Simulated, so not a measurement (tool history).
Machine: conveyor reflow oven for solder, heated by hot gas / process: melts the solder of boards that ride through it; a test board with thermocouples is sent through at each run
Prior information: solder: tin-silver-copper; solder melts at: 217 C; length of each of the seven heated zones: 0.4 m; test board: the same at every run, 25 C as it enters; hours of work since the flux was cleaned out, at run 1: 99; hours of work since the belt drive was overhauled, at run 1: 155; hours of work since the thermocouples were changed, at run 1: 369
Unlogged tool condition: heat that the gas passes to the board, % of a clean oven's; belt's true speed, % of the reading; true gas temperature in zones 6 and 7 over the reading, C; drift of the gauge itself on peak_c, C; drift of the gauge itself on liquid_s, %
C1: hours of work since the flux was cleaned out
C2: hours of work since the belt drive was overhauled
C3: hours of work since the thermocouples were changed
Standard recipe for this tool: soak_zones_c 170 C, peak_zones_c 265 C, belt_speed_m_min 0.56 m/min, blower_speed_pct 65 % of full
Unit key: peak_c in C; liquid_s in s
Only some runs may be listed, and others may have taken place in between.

run 1 hour=0 | soak_zones_c=170 peak_zones_c=265 belt_speed_m_min=0.56 blower_speed_pct=65 | C1=99 C2=155 C3=369 | peak_c=251.68 liquid_s=63.1
run 2 hour=8.4 | soak_zones_c=170 peak_zones_c=265 belt_speed_m_min=0.636 blower_speed_pct=65 | C1=102 C2=159 C3=372 | peak_c=247.76 liquid_s=51.4
run 3 hour=16.9 | soak_zones_c=170 peak_zones_c=265 belt_speed_m_min=0.636 blower_speed_pct=65 | C1=106 C2=162 C3=376 | peak_c=247.82 liquid_s=51.1
run 4 hour=26.9 | soak_zones_c=170 peak_zones_c=265 belt_speed_m_min=0.636 blower_speed_pct=65 | C1=110 C2=166 C3=380 | peak_c=247.7 liquid_s=51.3
run 5 hour=37.2 | soak_zones_c=170 peak_zones_c=265 belt_speed_m_min=0.636 blower_speed_pct=65 | C1=114 C2=170 C3=384 | peak_c=247.7 liquid_s=51.2
run 6 hour=42.3 | soak_zones_c=170 peak_zones_c=265 belt_speed_m_min=0.636 blower_speed_pct=65 | C1=116 C2=173 C3=386 | peak_c=247.59 liquid_s=51.4
run 7 hour=49.8 | soak_zones_c=170 peak_zones_c=265 belt_speed_m_min=0.636 blower_speed_pct=65 | C1=119 C2=176 C3=389 | peak_c=247.65 liquid_s=51.2
run 8 hour=57.7 | soak_zones_c=170 peak_zones_c=265 belt_speed_m_min=0.636 blower_speed_pct=65 | C1=122 C2=179 C3=393 | peak_c=247.82 liquid_s=51.1
run 9 hour=66.1 | soak_zones_c=170 peak_zones_c=265 belt_speed_m_min=0.56 blower_speed_pct=65 | C1=126 C2=182 C3=396 | peak_c=251.69 liquid_s=63
run 10 hour=77.1 | soak_zones_c=170 peak_zones_c=265 belt_speed_m_min=0.56 blower_speed_pct=65 | C1=130 C2=187 C3=401 | peak_c=251.58 liquid_s=63
run 11 hour=86.4 | soak_zones_c=170 peak_zones_c=265 belt_speed_m_min=0.56 blower_speed_pct=65 | C1=134 C2=191 C3=405 | peak_c=251.6 liquid_s=63.1
run 12 hour=94.2 | soak_zones_c=170 peak_zones_c=265 belt_speed_m_min=0.56 blower_speed_pct=65 | C1=137 C2=194 C3=408 | peak_c=251.6 liquid_s=62.9
run 13 hour=99.8 | soak_zones_c=170 peak_zones_c=265 belt_speed_m_min=0.56 blower_speed_pct=65 | C1=140 C2=196 C3=410 | peak_c=251.4 liquid_s=63
run 14 hour=111.5 | soak_zones_c=173 peak_zones_c=265 belt_speed_m_min=0.56 blower_speed_pct=69 | C1=145 C2=201 C3=415 | peak_c=253.13 liquid_s=65.6
run 15 hour=122.2 | soak_zones_c=173 peak_zones_c=265 belt_speed_m_min=0.56 blower_speed_pct=69 | C1=149 C2=206 C3=419 | peak_c=253.04 liquid_s=65.5
run 16 hour=130.4 | soak_zones_c=170 peak_zones_c=270 belt_speed_m_min=0.56 blower_speed_pct=71 | C1=152 C2=209 C3=423 | peak_c=257.54 liquid_s=67.8
run 17 hour=137.6 | soak_zones_c=170 peak_zones_c=264 belt_speed_m_min=0.56 blower_speed_pct=72 | C1=155 C2=212 C3=426 | peak_c=252.32 liquid_s=64.1

Alternative continuations, all from the tool just after run 17; predict every row:
run A hour=144.6 | soak_zones_c=170 peak_zones_c=275 belt_speed_m_min=0.56 blower_speed_pct=63 | C1=158 C2=215 C3=429 | peak_c=? liquid_s=?
run B hour=144.6 | soak_zones_c=170 peak_zones_c=265 belt_speed_m_min=0.523 blower_speed_pct=56 | C1=158 C2=215 C3=429 | peak_c=? liquid_s=?
run C hour=144.6 | soak_zones_c=170 peak_zones_c=265 belt_speed_m_min=0.586 blower_speed_pct=65 | C1=158 C2=215 C3=429 | peak_c=? liquid_s=?

run=A peak_c=260.33 liquid_s=68.7
run=B peak_c=251.18 liquid_s=67
run=C peak_c=250.34 liquid_s=58.6
Stripped of hidden state, with their random variation kept, the same runs would have yielded:
run=A peak_c=260.33 liquid_s=68.7
run=B peak_c=251.18 liquid_s=67
run=C peak_c=250.35 liquid_s=58.6
